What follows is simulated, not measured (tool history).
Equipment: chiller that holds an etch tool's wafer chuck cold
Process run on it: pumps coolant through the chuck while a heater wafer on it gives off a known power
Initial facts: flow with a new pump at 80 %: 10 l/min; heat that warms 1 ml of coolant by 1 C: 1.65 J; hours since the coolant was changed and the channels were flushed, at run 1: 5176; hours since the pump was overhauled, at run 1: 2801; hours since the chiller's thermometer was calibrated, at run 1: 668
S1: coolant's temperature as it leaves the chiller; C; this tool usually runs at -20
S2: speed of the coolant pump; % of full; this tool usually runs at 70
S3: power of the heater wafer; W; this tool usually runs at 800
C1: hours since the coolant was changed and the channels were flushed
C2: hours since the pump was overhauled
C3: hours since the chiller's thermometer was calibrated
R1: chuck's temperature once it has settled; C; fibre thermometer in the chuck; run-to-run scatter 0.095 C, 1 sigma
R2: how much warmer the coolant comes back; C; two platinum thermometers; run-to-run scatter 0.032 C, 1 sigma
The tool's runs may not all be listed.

{"run": 1, "hour": 0.0, "S1": -20, "S2": 70, "S3": 800, "C1": 5176, "C2": 2801, "C3": 668, "R1": -11.22, "R2": 3.47}
{"run": 2, "hour": 81.8, "S1": -20, "S2": 81, "S3": 800, "C1": 5258, "C2": 2883, "C3": 749, "R1": -11.97, "R2": 2.9}
{"run": 3, "hour": 216.0, "S1": -20, "S2": 70, "S3": 800, "C1": 5392, "C2": 3017, "C3": 884, "R1": -10.98, "R2": 3.46}
{"run": 4, "hour": 367.4, "S1": -20, "S2": 70, "S3": 800, "C1": 5543, "C2": 3168, "C3": 1035, "R1": -11.18, "R2": 3.53}
{"run": 5, "hour": 484.6, "S1": -20, "S2": 70, "S3": 800, "C1": 5660, "C2": 3285, "C3": 1152, "R1": -10.96, "R2": 3.46}
{"run": 6, "hour": 653.9, "S1": -20, "S2": 70, "S3": 800, "C1": 5830, "C2": 3455, "C3": 1321, "R1": -11.01, "R2": 3.45}
{"run": 7, "hour": 803.5, "S1": -20, "S2": 70, "S3": 800, "C1": 5979, "C2": 3604, "C3": 1471, "R1": -10.97, "R2": 3.5}
{"run": 8, "hour": 951.5, "S1": -20, "S2": 70, "S3": 800, "C1": 6127, "C2": 3752, "C3": 1619, "R1": -10.79, "R2": 3.52}
{"run": 9, "hour": 1079.9, "S1": -20, "S2": 70, "S3": 800, "C1": 6256, "C2": 3881, "C3": 1747, "R1": -10.75, "R2": 3.52}
{"run": 10, "hour": 1168.5, "S1": -20, "S2": 70, "S3": 804, "C1": 6344, "C2": 3969, "C3": 1836, "R1": -10.76, "R2": 3.5}
{"hour": 1179.7, "done": "chiller's thermometer calibrated"}
{"run": 11, "hour": 1323.2, "S1": -20, "S2": 70, "S3": 804, "C1": 6498, "C2": 4123, "C3": 144, "R1": -10.61, "R2": 3.52}
{"run": 12, "hour": 1417.9, "S1": -20, "S2": 89, "S3": 487, "C1": 6593, "C2": 4218, "C3": 238, "R1": -15.18, "R2": 1.61}
{"hour": 1532.5, "done": "chiller's thermometer calibrated, once more"}
{"run": 13, "hour": 1566.6, "S1": -20, "S2": 95, "S3": 800, "C1": 6740, "C2": 4365, "C3": 34, "R1": -12.76, "R2": 2.46}
{"run": 14, "hour": 1690.1, "S1": -20, "S2": 95, "S3": 800, "C1": 6864, "C2": 4489, "C3": 158, "R1": -12.65, "R2": 2.49}
{"run": 15, "hour": 1764.8, "S1": -20, "S2": 95, "S3": 800, "C1": 6939, "C2": 4564, "C3": 232, "R1": -12.54, "R2": 2.43}
{"run": 16, "hour": 1859.4, "S1": -20, "S2": 95, "S3": 800, "C1": 7033, "C2": 4658, "C3": 327, "R1": -12.4, "R2": 2.49}
{"hour": 1925.8, "done": "coolant changed, channels flushed"}
{"run": 17, "hour": 2046.9, "S1": -12, "S2": 97, "S3": 800, "C1": 121, "C2": 4840, "C3": 508, "R1": -5.25, "R2": 2.42}
{"run": 18, "hour": 2219.4, "S1": -12, "S2": 97, "S3": 800, "C1": 294, "C2": 5012, "C3": 681, "R1": -5.24, "R2": 2.45}
{"run": 19, "hour": 2306.9, "S1": -20, "S2": 70, "S3": 768, "C1": 381, "C2": 5100, "C3": 768, "R1": -11.55, "R2": 3.4}

Predict each of these 3 candidate next runs independently; none follows another, all start after run 19:
{"run": "A", "hour": 2409.5, "S1": -20, "S2": 70, "S3": 692, "C1": 484, "C2": 5202, "C3": 871, "R1": "?", "R2": "?"}
{"run": "B", "hour": 2409.5, "S1": -20, "S2": 83, "S3": 768, "C1": 484, "C2": 5202, "C3": 871, "R1": "?", "R2": "?"}
{"run": "C", "hour": 2409.5, "S1": -14, "S2": 70, "S3": 1086, "C1": 484, "C2": 5202, "C3": 871, "R1": "?", "R2": "?"}

run=A R1=-12.45 R2=3.05
run=B R1=-12.66 R2=2.8
run=C R1=-2.34 R2=4.86
Without the tool's unlogged condition, the same runs would have read:
run=A R1=-12.8 R2=2.91
run=B R1=-13 R2=2.68
run=C R1=-2.84 R2=4.65

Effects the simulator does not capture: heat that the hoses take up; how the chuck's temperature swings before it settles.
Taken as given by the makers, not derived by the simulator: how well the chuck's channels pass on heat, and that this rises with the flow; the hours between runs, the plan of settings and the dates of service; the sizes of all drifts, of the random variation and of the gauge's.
